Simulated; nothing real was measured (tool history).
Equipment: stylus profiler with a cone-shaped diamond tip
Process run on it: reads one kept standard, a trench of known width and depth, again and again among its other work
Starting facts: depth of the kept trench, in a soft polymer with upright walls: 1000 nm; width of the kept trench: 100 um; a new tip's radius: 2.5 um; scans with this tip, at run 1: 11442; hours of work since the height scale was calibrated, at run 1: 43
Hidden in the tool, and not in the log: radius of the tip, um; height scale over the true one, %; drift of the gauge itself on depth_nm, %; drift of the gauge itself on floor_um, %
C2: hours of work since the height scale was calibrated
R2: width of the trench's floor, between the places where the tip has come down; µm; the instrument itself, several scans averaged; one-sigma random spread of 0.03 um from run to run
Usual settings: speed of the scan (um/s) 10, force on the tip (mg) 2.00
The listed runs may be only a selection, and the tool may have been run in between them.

{"run": 1, "hour": 0.0, "speed of the scan (um/s)": 10, "force on the tip (mg)": 2.0, "scans with this tip": 11442, "C2": 43, "depth of the trench (nm)": 1008.21, "R2": 95.97}
{"run": 2, "hour": 73.0, "speed of the scan (um/s)": 10, "force on the tip (mg)": 2.0, "scans with this tip": 11662, "C2": 88, "depth of the trench (nm)": 1008.38, "R2": 96.01}
{"run": 3, "hour": 145.6, "speed of the scan (um/s)": 10, "force on the tip (mg)": 2.0, "scans with this tip": 11881, "C2": 133, "depth of the trench (nm)": 1008.82, "R2": 96.0}
{"run": 4, "hour": 252.1, "speed of the scan (um/s)": 10, "force on the tip (mg)": 2.0, "scans with this tip": 12203, "C2": 198, "depth of the trench (nm)": 1008.19, "R2": 95.97}
{"run": 5, "hour": 307.2, "speed of the scan (um/s)": 4, "force on the tip (mg)": 2.0, "scans with this tip": 12370, "C2": 232, "depth of the trench (nm)": 1008.01, "R2": 95.97}
{"run": 6, "hour": 406.8, "speed of the scan (um/s)": 10, "force on the tip (mg)": 2.72, "scans with this tip": 12671, "C2": 293, "depth of the trench (nm)": 1010.26, "R2": 95.94}
{"run": 7, "hour": 516.6, "speed of the scan (um/s)": 10, "force on the tip (mg)": 0.88, "scans with this tip": 13002, "C2": 360, "depth of the trench (nm)": 1004.67, "R2": 95.92}
{"run": 8, "hour": 607.5, "speed of the scan (um/s)": 10, "force on the tip (mg)": 4.29, "scans with this tip": 13277, "C2": 416, "depth of the trench (nm)": 1013.75, "R2": 95.98}
{"run": 9, "hour": 713.8, "speed of the scan (um/s)": 10, "force on the tip (mg)": 4.29, "scans with this tip": 13598, "C2": 481, "depth of the trench (nm)": 1013.64, "R2": 95.98}
{"run": 10, "hour": 785.7, "speed of the scan (um/s)": 10, "force on the tip (mg)": 2.0, "scans with this tip": 13815, "C2": 525, "depth of the trench (nm)": 1008.69, "R2": 96.02}
{"run": 11, "hour": 880.2, "speed of the scan (um/s)": 10, "force on the tip (mg)": 2.0, "scans with this tip": 14101, "C2": 583, "depth of the trench (nm)": 1008.27, "R2": 95.96}
{"run": 12, "hour": 958.8, "speed of the scan (um/s)": 10, "force on the tip (mg)": 2.0, "scans with this tip": 14338, "C2": 632, "depth of the trench (nm)": 1008.68, "R2": 95.98}
{"run": 13, "hour": 1061.0, "speed of the scan (um/s)": 10, "force on the tip (mg)": 1.9, "scans with this tip": 14647, "C2": 694, "depth of the trench (nm)": 1008.17, "R2": 95.97}
{"run": 14, "hour": 1163.8, "speed of the scan (um/s)": 10, "force on the tip (mg)": 1.9, "scans with this tip": 14957, "C2": 757, "depth of the trench (nm)": 1008.18, "R2": 95.94}
{"run": 15, "hour": 1284.3, "speed of the scan (um/s)": 10, "force on the tip (mg)": 2.0, "scans with this tip": 15321, "C2": 831, "depth of the trench (nm)": 1008.16, "R2": 95.95}
{"run": 16, "hour": 1380.2, "speed of the scan (um/s)": 10, "force on the tip (mg)": 4.76, "scans with this tip": 15611, "C2": 890, "depth of the trench (nm)": 1014.96, "R2": 95.96}
{"run": 17, "hour": 1453.4, "speed of the scan (um/s)": 2, "force on the tip (mg)": 4.76, "scans with this tip": 15832, "C2": 935, "depth of the trench (nm)": 1014.83, "R2": 96.02}
{"run": 18, "hour": 1522.7, "speed of the scan (um/s)": 10, "force on the tip (mg)": 2.0, "scans with this tip": 16042, "C2": 978, "depth of the trench (nm)": 1008.42, "R2": 95.92}
{"run": 19, "hour": 1638.1, "speed of the scan (um/s)": 10, "force on the tip (mg)": 2.0, "scans with this tip": 16390, "C2": 1048, "depth of the trench (nm)": 1007.86, "R2": 95.95}
{"run": 20, "hour": 1725.0, "speed of the scan (um/s)": 32, "force on the tip (mg)": 5.37, "scans with this tip": 16653, "C2": 1102, "depth of the trench (nm)": 1015.79, "R2": 95.85}
{"hour": 1739.9, "done": "height scale calibrated on a step standard"}
{"run": 21, "hour": 1823.4, "speed of the scan (um/s)": 32, "force on the tip (mg)": 5.37, "scans with this tip": 16948, "C2": 51, "depth of the trench (nm)": 1016.23, "R2": 95.95}
{"run": 22, "hour": 1894.7, "speed of the scan (um/s)": 20, "force on the tip (mg)": 3.51, "scans with this tip": 17164, "C2": 95, "depth of the trench (nm)": 1012.1, "R2": 95.98}
{"run": 23, "hour": 2004.3, "speed of the scan (um/s)": 10, "force on the tip (mg)": 2.32, "scans with this tip": 17495, "C2": 162, "depth of the trench (nm)": 1009.11, "R2": 95.97}
{"run": 24, "hour": 2074.3, "speed of the scan (um/s)": 2, "force on the tip (mg)": 2.78, "scans with this tip": 17706, "C2": 205, "depth of the trench (nm)": 1010.67, "R2": 95.98}
{"run": 25, "hour": 2180.9, "speed of the scan (um/s)": 38, "force on the tip (mg)": 2.56, "scans with this tip": 18028, "C2": 271, "depth of the trench (nm)": 1009.96, "R2": 95.85}
{"run": 26, "hour": 2261.3, "speed of the scan (um/s)": 4, "force on the tip (mg)": 0.91, "scans with this tip": 18271, "C2": 320, "depth of the trench (nm)": 1004.84, "R2": 95.97}
{"run": 27, "hour": 2331.3, "speed of the scan (um/s)": 4, "force on the tip (mg)": 0.91, "scans with this tip": 18483, "C2": 363, "depth of the trench (nm)": 1004.98, "R2": 95.98}
{"run": 28, "hour": 2432.8, "speed of the scan (um/s)": 2, "force on the tip (mg)": 2.98, "scans with this tip": 18789, "C2": 425, "depth of the trench (nm)": 1010.82, "R2": 95.99}
{"run": 29, "hour": 2521.0, "speed of the scan (um/s)": 8, "force on the tip (mg)": 2.77, "scans with this tip": 19056, "C2": 479, "depth of the trench (nm)": 1010.29, "R2": 95.96}
{"run": 30, "hour": 2593.9, "speed of the scan (um/s)": 8, "force on the tip (mg)": 2.77, "scans with this tip": 19276, "C2": 524, "depth of the trench (nm)": 1010.5, "R2": 95.95}
{"run": 31, "hour": 2655.0, "speed of the scan (um/s)": 3, "force on the tip (mg)": 1.18, "scans with this tip": 19460, "C2": 562, "depth of the trench (nm)": 1005.95, "R2": 95.95}
{"run": 32, "hour": 2708.0, "speed of the scan (um/s)": 3, "force on the tip (mg)": 1.18, "scans with this tip": 19621, "C2": 594, "depth of the trench (nm)": 1005.75, "R2": 96.0}
{"run": 33, "hour": 2815.5, "speed of the scan (um/s)": 27, "force on the tip (mg)": 1.34, "scans with this tip": 19945, "C2": 660, "depth of the trench (nm)": 1005.86, "R2": 95.88}
{"run": 34, "hour": 2870.6, "speed of the scan (um/s)": 17, "force on the tip (mg)": 3.15, "scans with this tip": 20112, "C2": 694, "depth of the trench (nm)": 1011.47, "R2": 95.97}
{"run": 35, "hour": 2937.9, "speed of the scan (um/s)": 17, "force on the tip (mg)": 3.15, "scans with this tip": 20315, "C2": 735, "depth of the trench (nm)": 1011.17, "R2": 95.9}
{"run": 36, "hour": 2999.1, "speed of the scan (um/s)": 8, "force on the tip (mg)": 1.17, "scans with this tip": 20500, "C2": 773, "depth of the trench (nm)": 1005.89, "R2": 95.97}

Hidden condition of the tool, last listed run before each entry between runs versus first listed run after:
Between runs 20 and 21: height scale calibrated on a step standard (hour 1739.9)
  height scale over the true one, %: 0.002 -> 0
